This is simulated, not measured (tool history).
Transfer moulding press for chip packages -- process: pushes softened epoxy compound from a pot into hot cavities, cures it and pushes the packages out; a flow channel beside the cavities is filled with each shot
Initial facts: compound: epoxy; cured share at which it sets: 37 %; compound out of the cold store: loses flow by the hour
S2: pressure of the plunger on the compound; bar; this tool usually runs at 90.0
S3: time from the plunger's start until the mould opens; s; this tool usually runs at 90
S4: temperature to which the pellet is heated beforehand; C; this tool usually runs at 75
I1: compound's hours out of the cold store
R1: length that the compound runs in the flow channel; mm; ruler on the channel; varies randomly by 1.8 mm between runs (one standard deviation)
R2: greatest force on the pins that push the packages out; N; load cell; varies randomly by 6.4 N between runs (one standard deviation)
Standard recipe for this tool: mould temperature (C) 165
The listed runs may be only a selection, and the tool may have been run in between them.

Run 1, hour 0.0: usual settings; I1 22.8. Result: R1 508 mm, R2 503 N.
At hour 8.7: cavities cleaned with cleaning compound and waxed.
Run 2, hour 81.8: usual settings; I1 14.1. Result: R1 514 mm, R2 521 N.
At hour 92.9: cavities cleaned with cleaning compound and waxed.
Run 3, hour 156.1: usual settings but S2 93.2 bar; I1 8.3. Result: R1 525 mm, R2 553 N.
At hour 178.0: cavities cleaned with cleaning compound and waxed.
At hour 205.7: plunger's sealing rings changed.
Run 4, hour 211.1: usual settings but mould temperature (C) 167, S2 93.2 bar; I1 24.9. Result: R1 523 mm, R2 445 N.
Run 5, hour 261.6: usual settings; I1 47.4. Result: R1 484 mm, R2 514 N.
At hour 270.3: cavities cleaned with cleaning compound and waxed.
Run 6, hour 343.8: usual settings but mould temperature (C) 169; I1 19.6. Result: R1 507 mm, R2 458 N.
At hour 359.5: cavities cleaned with cleaning compound and waxed.
Run 7, hour 421.7: usual settings but mould temperature (C) 169; I1 8.2. Result: R1 519 mm, R2 454 N.
At hour 445.8: cavities cleaned with cleaning compound and waxed.
Run 8, hour 479.4: usual settings but mould temperature (C) 169; I1 30.2. Result: R1 484 mm, R2 408 N.
At hour 531.0: cavities cleaned with cleaning compound and waxed.
Run 9, hour 537.8: usual settings but mould temperature (C) 169; I1 43.9. Result: R1 459 mm, R2 273 N.
At hour 571.1: mould's thermocouples calibrated.
At hour 622.5: cavities cleaned with cleaning compound and waxed.
Run 10, hour 623.4: usual settings but mould temperature (C) 157, S2 91.8 bar, S3 113 s; I1 30.0. Result: R1 516 mm, R2 280 N.
At hour 699.6: plunger's sealing rings changed.
Run 11, hour 699.6: usual settings but mould temperature (C) 157, S2 91.8 bar, S3 113 s; I1 34.8. Result: R1 544 mm, R2 608 N.
At hour 713.7: cavities cleaned with cleaning compound and waxed.
Run 12, hour 759.8: usual settings but mould temperature (C) 159, S2 91.8 bar, S3 110 s, S4 68 C; I1 13.4. Result: R1 568 mm, R2 535 N.
At hour 801.7: cavities cleaned with cleaning compound and waxed.
Run 13, hour 837.7: usual settings but mould temperature (C) 159, S2 91.8 bar, S3 110 s, S4 68 C; I1 36.5. Result: R1 522 mm, R2 503 N.
At hour 888.8: cavities cleaned with cleaning compound and waxed.
Run 14, hour 923.3: usual settings but mould temperature (C) 159, S2 91.8 bar, S3 110 s, S4 68 C; I1 46.6. Result: R1 502 mm, R2 494 N.
At hour 975.0: cavities cleaned with cleaning compound and waxed.
Run 15, hour 993.6: usual settings but mould temperature (C) 160; I1 22.9. Result: R1 526 mm, R2 574 N.
At hour 1061.6: cavities cleaned with cleaning compound and waxed.
Run 16, hour 1067.2: usual settings but mould temperature (C) 160; I1 16.4. Result: R1 527 mm, R2 434 N.
Run 17, hour 1127.7: usual settings but mould temperature (C) 160; I1 27.9. Result: R1 504 mm, R2 728 N.

3 ways to go on from here, each from the tool as it stands after run 17. What would each give?
At hour 1146.7: cavities cleaned with cleaning compound and waxed.
At hour 1193.6: plunger's sealing rings changed.
Run A, hour 1212.5: usual settings but S2 99.6 bar, S3 121 s; I1 40.9. Result: R1 ?, R2 ?.
At hour 1146.7: cavities cleaned with cleaning compound and waxed.
At hour 1193.6: plunger's sealing rings changed.
Run B, hour 1212.5: usual settings but mould temperature (C) 160; I1 20.4. Result: R1 ?, R2 ?.
At hour 1146.7: cavities cleaned with cleaning compound and waxed.
At hour 1193.6: plunger's sealing rings changed.
Run C, hour 1212.5: usual settings but mould temperature (C) 160, S3 79 s; I1 31.8. Result: R1 ?, R2 ?.

run   R1   R2
  A  523  463
  B  549  730
  C  533  942
Stripped of hidden state, with their random variation kept, the same runs would have yielded:
run   R1   R2
  A  523  222
  B  549  334
  C  533  431

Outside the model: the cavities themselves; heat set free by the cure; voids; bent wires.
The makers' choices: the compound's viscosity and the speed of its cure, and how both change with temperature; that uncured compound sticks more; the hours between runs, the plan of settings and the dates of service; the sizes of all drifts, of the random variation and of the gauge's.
